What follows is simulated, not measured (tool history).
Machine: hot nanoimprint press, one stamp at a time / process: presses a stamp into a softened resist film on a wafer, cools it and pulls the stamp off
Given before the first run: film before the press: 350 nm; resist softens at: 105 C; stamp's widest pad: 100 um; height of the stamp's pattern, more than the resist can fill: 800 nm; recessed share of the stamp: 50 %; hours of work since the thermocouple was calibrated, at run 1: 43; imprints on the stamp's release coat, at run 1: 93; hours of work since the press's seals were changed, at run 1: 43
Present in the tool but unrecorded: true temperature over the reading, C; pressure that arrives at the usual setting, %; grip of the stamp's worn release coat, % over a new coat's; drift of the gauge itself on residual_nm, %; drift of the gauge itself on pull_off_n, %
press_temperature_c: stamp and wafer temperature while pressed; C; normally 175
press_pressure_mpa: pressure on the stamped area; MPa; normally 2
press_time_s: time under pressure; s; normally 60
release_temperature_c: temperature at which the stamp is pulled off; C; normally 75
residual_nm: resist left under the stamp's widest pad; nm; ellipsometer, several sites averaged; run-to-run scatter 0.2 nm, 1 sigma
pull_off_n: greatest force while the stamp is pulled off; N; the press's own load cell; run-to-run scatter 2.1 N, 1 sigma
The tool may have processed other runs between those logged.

run,hour,press_temperature_c,press_pressure_mpa,press_time_s,release_temperature_c,hours of work since the thermocouple was calibrated,imprints on the stamp's release coat,hours of work since the press's seals were changed,residual_nm,pull_off_n
1,0,175,2,60,75,43,93,43,152.7,165
2,18.1,175,1.32,60,75,52,137,52,188.6,170
3,55.7,171,2,60,75,70,229,70,170.4,172
4,83.8,171,2,60,75,83,298,83,170.9,175
5,114.9,175,2,60,73,98,374,98,152.9,182
6,137.1,175,2,60,73,109,429,109,153.4,191
7,170.9,175,2,60,73,125,512,125,153.6,194
8,198.2,175,2,60,73,138,578,138,153.8,193
9,226.2,175,2,60,75,151,647,151,153.9,187
10,251.6,175,2,60,75,163,709,163,154.3,191
11,289,177,2,60,75,181,801,181,146.3,195
12,312.9,175,2,60,62,193,859,193,154.1,264
13,347.5,175,2,60,62,209,944,209,154.2,261
14,365.2,175,2,60,62,218,987,218,154.3,260
# hour 404.1: stamp cleaned and given a new release coat
15,407.1,175,2,60,75,235,7,235,154.3,161
16,439.5,172,1.38,33,77,250,87,250,236.4,159
# hour 445.9: plate thermocouple calibrated
17,462.5,179,1.21,33,77,8,136,260,215.3,157
18,482.4,186,2.62,64,73,17,184,269,97.7,180
19,518.2,186,2.62,64,73,35,272,286,98.2,178
20,544.4,163,2.54,31,78,47,336,299,229.9,159
21,574.4,168,2.86,96,65,61,409,313,131.1,223
22,596.8,168,1.74,96,65,72,464,324,170.5,223
23,615.7,168,1.74,96,65,81,511,333,170.9,226
24,648.7,175,2,95,65,97,591,349,131.2,233
25,686.4,165,2.92,60,75,115,684,367,168.1,191
26,708.4,186,1.51,44,69,125,738,377,153.5,221
27,729.1,184,2,60,71,135,788,387,123.5,215
28,757.9,184,2,60,71,149,859,401,123.5,214
29,795.4,184,2,60,71,167,951,419,123.8,220
30,815.1,164,2.81,54,62,176,999,428,183.6,263

Run by run, hidden condition taken away, random variation retained:
run,residual_nm,pull_off_n
1,152.6,161
2,188.5,165
3,170.1,163
4,170.4,163
5,152.4,167
6,152.7,173
7,152.8,173
8,153,169
9,152.9,161
10,153.2,163
11,145.1,162
12,152.8,218
13,152.7,211
14,152.8,208
15,152.6,160
16,234.5,155
17,214.8,152
18,97.1,172
19,97.4,167
20,228.4,146
21,129.7,203
22,169.2,200
23,169.4,201
24,129.9,203
25,165.8,163
26,152.1,187
27,122.1,179
28,122,176
29,122.1,177
30,180.5,210

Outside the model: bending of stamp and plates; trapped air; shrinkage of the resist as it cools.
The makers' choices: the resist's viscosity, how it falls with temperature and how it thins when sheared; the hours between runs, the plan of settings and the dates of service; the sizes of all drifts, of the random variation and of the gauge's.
